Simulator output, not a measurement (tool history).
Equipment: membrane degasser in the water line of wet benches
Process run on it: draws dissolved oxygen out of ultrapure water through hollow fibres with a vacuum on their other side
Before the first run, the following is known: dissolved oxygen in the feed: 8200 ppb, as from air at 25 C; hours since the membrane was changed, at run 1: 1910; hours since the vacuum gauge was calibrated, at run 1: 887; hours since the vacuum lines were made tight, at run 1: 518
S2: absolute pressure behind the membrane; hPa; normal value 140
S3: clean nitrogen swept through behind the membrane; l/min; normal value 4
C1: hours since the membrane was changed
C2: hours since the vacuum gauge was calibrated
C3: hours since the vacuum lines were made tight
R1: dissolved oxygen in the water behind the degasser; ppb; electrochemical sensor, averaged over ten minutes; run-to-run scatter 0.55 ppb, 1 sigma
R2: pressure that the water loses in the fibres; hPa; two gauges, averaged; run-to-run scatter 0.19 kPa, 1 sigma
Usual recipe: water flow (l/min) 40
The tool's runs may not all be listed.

run 1 day=0 | water_flow_(l/min)=40 S2=140 S3=4 | C1=1910 C2=887 C3=518 | R1=251.8 R2=414.5
run 2 day=4.071 | water_flow_(l/min)=40 S2=140 S3=4 | C1=2008 C2=985 C3=615 | R1=251 R2=416
run 3 day=7.717 | water_flow_(l/min)=40 S2=140 S3=4 | C1=2095 C2=1072 C3=703 | R1=252 R2=418
run 4 day=11.362 | water_flow_(l/min)=63 S2=140 S3=4 | C1=2183 C2=1160 C3=790 | R1=381.9 R2=655.3
run 5 day=15.567 | water_flow_(l/min)=40 S2=140 S3=4 | C1=2284 C2=1261 C3=891 | R1=252.9 R2=415.6
run 6 day=19.308 | water_flow_(l/min)=40 S2=140 S3=4 | C1=2374 C2=1351 C3=981 | R1=252.3 R2=419.1
run 7 day=22.825 | water_flow_(l/min)=40 S2=140 S3=4 | C1=2458 C2=1435 C3=1065 | R1=252.4 R2=413.6
-- day=23.271 vacuum gauge calibrated
run 8 day=26.917 | water_flow_(l/min)=40 S2=140 S3=4 | C1=2556 C2=87 C3=1163 | R1=254.2 R2=418.4
run 9 day=31.95 | water_flow_(l/min)=40 S2=140 S3=4 | C1=2676 C2=208 C3=1284 | R1=253.5 R2=411.2
run 10 day=35.725 | water_flow_(l/min)=40 S2=140 S3=4 | C1=2767 C2=299 C3=1375 | R1=253.1 R2=413.9
run 11 day=39.096 | water_flow_(l/min)=40 S2=140 S3=4 | C1=2848 C2=380 C3=1456 | R1=254.2 R2=416
run 12 day=42.892 | water_flow_(l/min)=35 S2=87 S3=2.85 | C1=2939 C2=471 C3=1547 | R1=159.5 R2=367.3
-- day=47.658 vacuum gauge calibrated, once more
run 13 day=47.658 | water_flow_(l/min)=58 S2=87 S3=3.81 | C1=3053 C2=0 C3=1661 | R1=197.1 R2=606.9
run 14 day=51.146 | water_flow_(l/min)=58 S2=125 S3=6.76 | C1=3137 C2=84 C3=1744 | R1=194.5 R2=608.5
run 15 day=53.871 | water_flow_(l/min)=40 S2=191 S3=4.42 | C1=3202 C2=149 C3=1810 | R1=333.6 R2=420.3

Forecast run 16:
run 16 day=57.175 | water_flow_(l/min)=54 S2=314 S3=4.42 | C1=3281 C2=228 C3=1889 | R1=? R2=?

Run 16 produced R1 742.3 ppb, R2 569.9 hPa.
Without the tool's hidden state the same run would have given R1 738.3 ppb, R2 549.8 hPa.
